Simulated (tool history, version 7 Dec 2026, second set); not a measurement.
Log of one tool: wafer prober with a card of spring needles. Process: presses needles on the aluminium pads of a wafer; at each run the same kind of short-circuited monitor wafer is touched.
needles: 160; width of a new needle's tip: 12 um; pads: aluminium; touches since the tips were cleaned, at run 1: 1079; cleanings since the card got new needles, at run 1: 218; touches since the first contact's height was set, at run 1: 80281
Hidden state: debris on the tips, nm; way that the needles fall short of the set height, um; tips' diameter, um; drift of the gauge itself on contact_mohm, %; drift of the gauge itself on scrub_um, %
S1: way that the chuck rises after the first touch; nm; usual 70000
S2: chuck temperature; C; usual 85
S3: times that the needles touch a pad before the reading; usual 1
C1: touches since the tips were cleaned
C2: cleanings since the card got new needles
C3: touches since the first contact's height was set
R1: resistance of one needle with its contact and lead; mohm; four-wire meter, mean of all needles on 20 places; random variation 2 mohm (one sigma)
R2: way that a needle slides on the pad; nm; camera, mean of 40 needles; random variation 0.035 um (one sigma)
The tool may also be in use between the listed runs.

| run | hour | S1 | S2 | S3 | C1 | C2 | C3 | R1 | R2 |
|---|---|---|---|---|---|---|---|---|---|
| 1 | 0.0 | 70000 | 85 | 1 | 1079 | 218 | 80281 | 247 | 17090 |
|  | 5.3 | tips cleaned on abrasive film |
|  | 14.1 | tips cleaned on abrasive film |
|  | 22.8 | tips cleaned on abrasive film |
|  | 31.6 | tips cleaned on abrasive film |
|  | 40.4 | tips cleaned on abrasive film |
|  | 49.1 | tips cleaned on abrasive film |
| 2 | 56.0 | 70000 | 85 | 1 | 2864 | 224 | 103307 | 267 | 16970 |
|  | 57.8 | tips cleaned on abrasive film |
|  | 66.6 | tips cleaned on abrasive film |
|  | 75.4 | tips cleaned on abrasive film |
|  | 82.4 | tips cleaned on abrasive film |
|  | 91.2 | tips cleaned on abrasive film |
|  | 99.9 | tips cleaned on abrasive film |
|  | 107.4 | tips cleaned on abrasive film |
| 3 | 107.4 | 70000 | 85 | 1 | 0 | 231 | 124361 | 227 | 16840 |
|  | 116.1 | tips cleaned on abrasive film |
|  | 124.9 | tips cleaned on abrasive film |
|  | 133.7 | tips cleaned on abrasive film |
|  | 137.4 | height of the first contact set anew |
|  | 141.0 | tips cleaned on abrasive film |
|  | 149.8 | tips cleaned on abrasive film |
|  | 158.5 | tips cleaned on abrasive film |
| 4 | 159.6 | 70000 | 85 | 1 | 438 | 237 | 9079 | 241 | 17330 |
|  | 166.6 | tips cleaned on abrasive film |
|  | 175.4 | tips cleaned on abrasive film |
|  | 184.2 | tips cleaned on abrasive film |
|  | 191.3 | tips cleaned on abrasive film |
| 5 | 191.3 | 70000 | 85 | 1 | 0 | 241 | 22076 | 229 | 17440 |
|  | 198.3 | tips cleaned on abrasive film |
|  | 207.1 | tips cleaned on abrasive film |
|  | 215.8 | tips cleaned on abrasive film |
| 6 | 217.1 | 70000 | 85 | 1 | 527 | 244 | 32685 | 238 | 17330 |
|  | 224.1 | tips cleaned on abrasive film |
|  | 232.9 | tips cleaned on abrasive film |
|  | 239.9 | tips cleaned on abrasive film |
|  | 248.7 | tips cleaned on abrasive film |
|  | 257.5 | tips cleaned on abrasive film |
|  | 264.5 | tips cleaned on abrasive film |
| 7 | 269.1 | 70000 | 26 | 1 | 1924 | 250 | 54051 | 247 | 17260 |
|  | 272.7 | tips cleaned on abrasive film, once more |
|  | 281.5 | tips cleaned on abrasive film |
|  | 290.2 | tips cleaned on abrasive film |
|  | 299.0 | tips cleaned on abrasive film |
|  | 307.7 | tips cleaned on abrasive film |
|  | 316.5 | tips cleaned on abrasive film |
|  | 323.5 | tips cleaned on abrasive film |
| 8 | 327.9 | 70000 | 26 | 1 | 1828 | 257 | 78200 | 246 | 17110 |
|  | 331.5 | tips cleaned on abrasive film |
|  | 340.3 | tips cleaned on abrasive film |
|  | 347.3 | tips cleaned on abrasive film |
|  | 356.1 | tips cleaned on abrasive film |
|  | 363.1 | tips cleaned on abrasive film |
|  | 371.9 | tips cleaned on abrasive film |
| 9 | 374.0 | 70000 | 26 | 1 | 882 | 263 | 97084 | 230 | 17080 |
|  | 379.3 | tips cleaned on abrasive film |
|  | 388.1 | tips cleaned on abrasive film |
|  | 396.8 | tips cleaned on abrasive film |
|  | 405.6 | tips cleaned on abrasive film |
|  | 414.3 | tips cleaned on abrasive film |
|  | 421.4 | tips cleaned on abrasive film |
|  | 429.7 | tips cleaned on abrasive film |
| 10 | 429.7 | 70000 | 26 | 1 | 0 | 270 | 119922 | 217 | 16970 |
|  | 436.7 | tips cleaned on abrasive film |
|  | 445.5 | tips cleaned on abrasive film |
|  | 452.5 | tips cleaned on abrasive film |
|  | 461.2 | tips cleaned on abrasive film |
|  | 468.3 | tips cleaned on abrasive film |
|  | 470.3 | height of the first contact set anew |
| 11 | 470.3 | 70000 | 26 | 1 | 704 | 275 | 0 | 227 | 17480 |
|  | 477.3 | tips cleaned on abrasive film |
|  | 486.1 | tips cleaned on abrasive film |
|  | 494.8 | tips cleaned on abrasive film |
|  | 503.6 | tips cleaned on abrasive film |
|  | 512.4 | tips cleaned on abrasive film |
|  | 519.4 | tips cleaned on abrasive film |
| 12 | 521.1 | 70000 | 26 | 1 | 703 | 281 | 20865 | 230 | 17440 |
|  | 528.1 | tips cleaned on abrasive film |
|  | 536.9 | tips cleaned on abrasive film |
|  | 545.7 | tips cleaned on abrasive film |
|  | 552.7 | tips cleaned on abrasive film |
|  | 561.4 | tips cleaned on abrasive film |
| 13 | 564.1 | 70000 | 26 | 1 | 1082 | 286 | 38508 | 240 | 17310 |
|  | 569.4 | tips cleaned on abrasive film |
|  | 578.1 | tips cleaned on abrasive film |
|  | 586.9 | tips cleaned on abrasive film |
|  | 593.9 | tips cleaned on abrasive film |
| 14 | 599.2 | 70000 | 26 | 2 | 2183 | 290 | 52932 | 235 | 17190 |
|  | 601.0 | tips cleaned on abrasive film |
|  | 609.8 | tips cleaned on abrasive film |
|  | 618.5 | tips cleaned on abrasive film |
| 15 | 624.8 | 70000 | 33 | 2 | 2618 | 293 | 63479 | 242 | 17250 |
|  | 626.7 | tips cleaned on abrasive film |
|  | 635.4 | tips cleaned on abrasive film |
|  | 644.2 | tips cleaned on abrasive film |
|  | 653.0 | tips cleaned on abrasive film |
|  | 661.7 | tips cleaned on abrasive film |
|  | 670.5 | tips cleaned on abrasive film |
| 16 | 674.6 | 52000 | 34 | 1 | 1710 | 299 | 83909 | 281 | 12670 |
|  | 678.2 | tips cleaned on abrasive film |
|  | 686.9 | tips cleaned on abrasive film |
|  | 695.7 | tips cleaned on abrasive film |
|  | 704.5 | tips cleaned on abrasive film |
| 17 | 710.0 | 52000 | 34 | 1 | 2298 | 303 | 98447 | 292 | 12610 |
|  | 711.9 | tips cleaned on abrasive film |
|  | 720.6 | tips cleaned on abrasive film |
|  | 727.6 | tips cleaned on abrasive film |
|  | 736.4 | tips cleaned on abrasive film |
|  | 745.2 | tips cleaned on abrasive film |
|  | 753.9 | tips cleaned on abrasive film |
| 18 | 756.9 | 52000 | 110 | 1 | 1247 | 309 | 117699 | 283 | 12540 |
|  | 762.2 | tips cleaned on abrasive film |
|  | 769.3 | tips cleaned on abrasive film |
|  | 778.0 | tips cleaned on abrasive film |
| 19 | 783.1 | 78000 | 110 | 2 | 2123 | 312 | 128463 | 249 | 18950 |
|  | 786.7 | tips cleaned on abrasive film |
|  | 795.5 | tips cleaned on abrasive film |
|  | 804.2 | tips cleaned on abrasive film |
|  | 804.5 | height of the first contact set anew |
| 20 | 808.0 | 62000 | 56 | 1 | 1432 | 315 | 1432 | 254 | 15470 |
|  | 813.3 | tips cleaned on abrasive film |
|  | 822.0 | tips cleaned on abrasive film |
|  | 830.8 | tips cleaned on abrasive film |
|  | 839.6 | tips cleaned on abrasive film |
|  | 848.3 | tips cleaned on abrasive film |
|  | 855.4 | tips cleaned on abrasive film |
|  | 864.1 | tips cleaned on abrasive film |
| 21 | 866.3 | 62000 | 56 | 1 | 884 | 322 | 25356 | 253 | 15370 |
|  | 871.6 | tips cleaned on abrasive film |
|  | 880.3 | tips cleaned on abrasive film |
|  | 887.4 | tips cleaned on abrasive film |
|  | 896.1 | tips cleaned on abrasive film |
|  | 904.9 | tips cleaned on abrasive film |
| 22 | 909.4 | 62000 | 56 | 1 | 1862 | 327 | 43058 | 268 | 15370 |
|  | 912.9 | tips cleaned on abrasive film |
|  | 920.0 | tips cleaned on abrasive film |
|  | 928.7 | tips cleaned on abrasive film |
|  | 935.8 | tips cleaned on abrasive film |
|  | 943.9 | tips cleaned on abrasive film |
| 23 | 943.9 | 72000 | 56 | 2 | 0 | 332 | 57209 | 220 | 17730 |

Forecast each of these 4 alternatives for the next run:
|  | 952.7 | tips cleaned on abrasive film |
|  | 959.7 | tips cleaned on abrasive film |
|  | 968.5 | tips cleaned on abrasive film |
| A | 974.9 | 66000 | 56 | 1 | 2669 | 335 | 69958 | ? | ? |
|  | 952.7 | tips cleaned on abrasive film |
|  | 959.7 | tips cleaned on abrasive film |
|  | 968.5 | tips cleaned on abrasive film |
| B | 974.9 | 50000 | 26 | 1 | 2669 | 335 | 69958 | ? | ? |
|  | 952.7 | tips cleaned on abrasive film |
|  | 959.7 | tips cleaned on abrasive film |
|  | 968.5 | tips cleaned on abrasive film |
| C | 974.9 | 73000 | 39 | 1 | 2669 | 335 | 69958 | ? | ? |
|  | 952.7 | tips cleaned on abrasive film |
|  | 959.7 | tips cleaned on abrasive film |
|  | 968.5 | tips cleaned on abrasive film |
| D | 974.9 | 71000 | 56 | 2 | 2669 | 335 | 69958 | ? | ? |

| run | R1 | R2 |
|---|---|---|
| A | 273 | 16130 |
| B | 306 | 12250 |
| C | 264 | 17930 |
| D | 246 | 17380 |
Without the tool's hidden state the same runs would have given:
| run | R1 | R2 |
|---|---|---|
| A | 218 | 16400 |
| B | 213 | 12520 |
| C | 216 | 18200 |
| D | 216 | 17650 |
